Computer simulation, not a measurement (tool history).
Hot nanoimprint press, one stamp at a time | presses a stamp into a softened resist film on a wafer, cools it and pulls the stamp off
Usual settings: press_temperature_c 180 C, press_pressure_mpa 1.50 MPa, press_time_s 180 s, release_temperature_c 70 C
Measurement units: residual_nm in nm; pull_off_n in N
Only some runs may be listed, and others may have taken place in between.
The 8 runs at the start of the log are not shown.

| run | hour | press_temperature_c | press_pressure_mpa | press_time_s | release_temperature_c | hours of work since the thermocouple was calibrated | imprints on the stamp's release coat | hours of work since the press's seals were changed | residual_nm | pull_off_n |
|---|---|---|---|---|---|---|---|---|---|---|
| 9 | 193.3 | 180 | 1.50 | 180 | 70 | 150 | 923 | 324 | 181.8 | 231 |
| 10 | 226.3 | 180 | 1.50 | 180 | 60 | 167 | 988 | 340 | 180.5 | 263 |
|  | 232.1 | plate thermocouple calibrated |
| 11 | 243.2 | 180 | 1.50 | 180 | 60 | 5 | 1016 | 346 | 179.9 | 261 |
| 12 | 270.8 | 180 | 1.50 | 180 | 60 | 19 | 1070 | 360 | 179.3 | 266 |
| 13 | 296.4 | 180 | 1.50 | 180 | 60 | 31 | 1121 | 372 | 177.9 | 265 |
| 14 | 312.6 | 180 | 1.50 | 180 | 60 | 39 | 1153 | 380 | 178.1 | 272 |
|  | 324.1 | plate thermocouple calibrated, once more |
| 15 | 343.6 | 180 | 1.50 | 180 | 60 | 10 | 1209 | 394 | 183.1 | 270 |
| 16 | 373.0 | 180 | 1.50 | 180 | 69 | 24 | 1267 | 408 | 181.8 | 247 |
| 17 | 389.3 | 180 | 1.50 | 283 | 55 | 32 | 1299 | 416 | 149.1 | 286 |
| 18 | 423.3 | 177 | 1.12 | 283 | 62 | 48 | 1366 | 433 | 188.4 | 270 |
| 19 | 447.4 | 177 | 1.12 | 283 | 62 | 60 | 1414 | 444 | 187.5 | 272 |

For run 20, what comes out?
| 20 | 462.4 | 170 | 1.50 | 180 | 62 | 67 | 1444 | 452 | ? | ? |

{"run 20": {"residual_nm": 252.3, "pull_off_n": 269}}
Were there no unlogged condition in the tool, this run, its random variation unchanged, would have produced residual_nm 251.2 nm, pull_off_n 235 N.
